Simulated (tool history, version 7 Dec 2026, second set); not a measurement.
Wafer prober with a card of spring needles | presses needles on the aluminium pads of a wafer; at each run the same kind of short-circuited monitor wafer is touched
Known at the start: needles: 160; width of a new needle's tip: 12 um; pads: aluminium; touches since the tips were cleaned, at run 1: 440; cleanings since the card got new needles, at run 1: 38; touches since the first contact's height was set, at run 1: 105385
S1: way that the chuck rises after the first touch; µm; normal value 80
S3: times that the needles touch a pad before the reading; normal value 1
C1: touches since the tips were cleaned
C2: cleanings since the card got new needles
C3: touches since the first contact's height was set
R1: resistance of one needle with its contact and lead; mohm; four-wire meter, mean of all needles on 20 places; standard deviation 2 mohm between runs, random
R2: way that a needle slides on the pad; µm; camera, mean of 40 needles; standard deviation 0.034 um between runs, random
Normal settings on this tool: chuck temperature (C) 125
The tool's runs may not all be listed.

Run 1, hour 0.0: usual settings; C1 440; C2 38; C3 105385. Result: R1 220 mohm, R2 11.73 µm.
At hour 12.4: tips cleaned on abrasive film.
Run 2, hour 13.3: usual settings; C1 321; C2 39; C3 110458. Result: R1 217 mohm, R2 11.74 µm.
At hour 23.2: height of the first contact set anew.
At hour 26.4: tips cleaned on abrasive film.
Run 3, hour 28.5: usual settings; C1 805; C2 40; C3 2005. Result: R1 218 mohm, R2 12.00 µm.
Run 4, hour 35.2: usual settings; C1 3364; C2 40; C3 4564. Result: R1 230 mohm, R2 11.99 µm.
At hour 39.8: tips cleaned on abrasive film.
Run 5, hour 47.6: usual settings; C1 2982; C2 41; C3 9293. Result: R1 234 mohm, R2 11.96 µm.
At hour 53.4: tips cleaned on abrasive film.
Run 6, hour 60.6: usual settings; C1 2792; C2 42; C3 14287. Result: R1 228 mohm, R2 11.99 µm.
At hour 67.0: tips cleaned on abrasive film.
Run 7, hour 70.5: usual settings but S1 62 µm; C1 1354; C2 43; C3 18059. Result: R1 235 mohm, R2 9.24 µm.
Run 8, hour 78.7: usual settings but S1 62 µm; C1 4515; C2 43; C3 21220. Result: R1 258 mohm, R2 9.29 µm.
At hour 80.9: tips cleaned on abrasive film.
Run 9, hour 89.3: usual settings but S1 62 µm; C1 3256; C2 44; C3 25251. Result: R1 251 mohm, R2 9.25 µm.
At hour 94.1: tips cleaned on abrasive film.
Run 10, hour 103.3: usual settings but chuck temperature (C) 57, S3 3; C1 3535; C2 45; C3 30593. Result: R1 207 mohm, R2 11.96 µm.
At hour 107.5: tips cleaned on abrasive film.
Run 11, hour 117.4: usual settings but chuck temperature (C) 57, S3 3; C1 3844; C2 46; C3 36003. Result: R1 208 mohm, R2 11.94 µm.
At hour 121.3: tips cleaned on abrasive film.
Run 12, hour 125.9: usual settings but S1 76 µm, chuck temperature (C) 96, S3 2; C1 1769; C2 47; C3 39232. Result: R1 217 mohm, R2 11.31 µm.
At hour 135.1: tips cleaned on abrasive film.
Run 13, hour 139.9: usual settings but S1 76 µm, chuck temperature (C) 96, S3 2; C1 1848; C2 48; C3 44583. Result: R1 212 mohm, R2 11.25 µm.
At hour 148.2: tips cleaned on abrasive film.
Run 14, hour 150.8: usual settings but S1 61 µm, chuck temperature (C) 65, S3 2; C1 978; C2 49; C3 48717. Result: R1 211 mohm, R2 8.98 µm.
Run 15, hour 157.0: usual settings but S1 61 µm, chuck temperature (C) 65, S3 2; C1 3373; C2 49; C3 51112. Result: R1 227 mohm, R2 9.01 µm.
At hour 161.3: tips cleaned on abrasive film.
Run 16, hour 164.1: usual settings but S1 76 µm, chuck temperature (C) 85, S3 2; C1 1073; C2 50; C3 53819. Result: R1 210 mohm, R2 11.27 µm.
At hour 174.8: tips cleaned on abrasive film.
Run 17, hour 175.0: usual settings but S1 76 µm, chuck temperature (C) 85, S3 2; C1 67; C2 51; C3 57954. Result: R1 208 mohm, R2 11.22 µm.

Branching from run 17: 3 alternative next runs. What would each branch give?
At hour 188.5: tips cleaned on abrasive film.
Run A, hour 190.1: usual settings but S1 85 µm, chuck temperature (C) 38; C1 622; C2 52; C3 63734. Result: R1 ?, R2 ?.
At hour 188.5: tips cleaned on abrasive film.
Run B, hour 190.1: usual settings but S3 3; C1 622; C2 52; C3 63734. Result: R1 ?, R2 ?.
At hour 188.5: tips cleaned on abrasive film.
Run C, hour 190.1: usual settings but S1 93 µm, chuck temperature (C) 85, S3 2; C1 622; C2 52; C3 63734. Result: R1 ?, R2 ?.

run   R1     R2
  A  197  12.54
  B  212  11.86
  C  203  13.80
With the hidden condition removed and each run's random variation left untouched, the same runs would have given:
run   R1     R2
  A  188  12.74
  B  207  12.06
  C  198  13.99

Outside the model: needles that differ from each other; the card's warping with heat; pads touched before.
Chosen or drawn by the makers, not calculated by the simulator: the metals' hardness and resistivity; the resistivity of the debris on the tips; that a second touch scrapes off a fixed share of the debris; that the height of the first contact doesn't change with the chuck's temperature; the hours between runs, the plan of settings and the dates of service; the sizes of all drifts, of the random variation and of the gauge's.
